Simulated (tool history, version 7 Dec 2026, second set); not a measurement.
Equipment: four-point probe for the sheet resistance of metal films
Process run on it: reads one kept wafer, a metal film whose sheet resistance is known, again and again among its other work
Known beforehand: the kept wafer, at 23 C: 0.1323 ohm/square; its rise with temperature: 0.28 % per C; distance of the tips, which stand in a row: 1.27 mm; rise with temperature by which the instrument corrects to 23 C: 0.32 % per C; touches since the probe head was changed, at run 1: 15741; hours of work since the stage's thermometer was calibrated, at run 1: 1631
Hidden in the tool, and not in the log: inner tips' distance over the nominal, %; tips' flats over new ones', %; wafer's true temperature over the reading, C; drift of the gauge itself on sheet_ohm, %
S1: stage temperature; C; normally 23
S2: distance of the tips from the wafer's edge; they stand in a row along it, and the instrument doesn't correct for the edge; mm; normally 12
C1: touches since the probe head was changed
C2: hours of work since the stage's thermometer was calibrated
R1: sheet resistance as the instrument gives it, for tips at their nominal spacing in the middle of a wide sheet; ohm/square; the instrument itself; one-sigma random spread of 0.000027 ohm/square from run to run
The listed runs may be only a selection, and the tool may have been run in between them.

run	hour	S1	S2	C1	C2	R1
1	0.0	23	12	15741	1631	0.133131
# hour 23.2: stage's thermometer calibrated
2	25.8	23	12	16713	1	0.133110
3	57.8	31	12	17944	19	0.132642
4	103.7	23	48	19707	45	0.132401
5	138.8	19	12	21056	64	0.133359
6	164.2	19	12	22031	79	0.133335
7	216.8	19	12	24051	108	0.133372
8	246.7	23	14	25203	125	0.132872
9	271.1	23	14	26139	138	0.132880
10	310.5	23	14	27652	160	0.132949
11	347.6	30	12	29077	181	0.132765
12	392.7	22	12	30813	206	0.133185
13	424.5	22	12	32032	224	0.133175
14	476.0	23	12	34012	252	0.133159
15	524.3	23	12	35869	279	0.133099
16	575.7	23	12	37843	308	0.133154
17	617.5	23	12	39450	331	0.133115
18	645.3	23	12	40518	347	0.133151
19	674.1	23	12	41626	363	0.133107
20	717.9	23	12	43308	387	0.133152
21	773.3	23	12	45438	418	0.133053
22	800.1	23	12	46468	433	0.133153
23	836.2	23	12	47856	453	0.133064
24	883.8	18	42	49682	479	0.132646
25	931.1	18	42	51500	506	0.132643
26	970.7	32	55	53023	528	0.131886
27	1008.8	32	55	54486	549	0.131799
28	1062.4	32	55	56545	579	0.131873
29	1097.0	29	16	57875	598	0.132453
30	1150.4	25	7	59929	628	0.134534
31	1193.0	19	19	61566	652	0.132883
32	1239.7	29	6	63358	678	0.135129
33	1295.0	23	8	65483	709	0.134090
34	1346.0	31	71	67445	737	0.131908
35	1381.5	31	71	68810	757	0.131869
36	1420.3	25	19	70298	778	0.132500
37	1464.7	26	27	72008	803	0.132288
38	1508.8	23	44	73700	828	0.132352
39	1553.5	24	17	75418	853	0.132618
40	1585.0	20	5	76629	870	0.136936
41	1621.8	19	30	78041	891	0.132750
42	1659.1	23	25	79478	912	0.132467
43	1693.1	19	25	80781	930	0.132764
44	1719.9	31	66	81814	945	0.131880
45	1752.8	31	66	83075	964	0.131882

Describe how what the log doesn't record of the tool's condition differs between the last listed run preceding each entry between runs and the first listed run following it.
Run 1 -> run 2: stage's thermometer calibrated (hour 23.2)
  wafer's true temperature over the reading, C: -0.01 -> 0
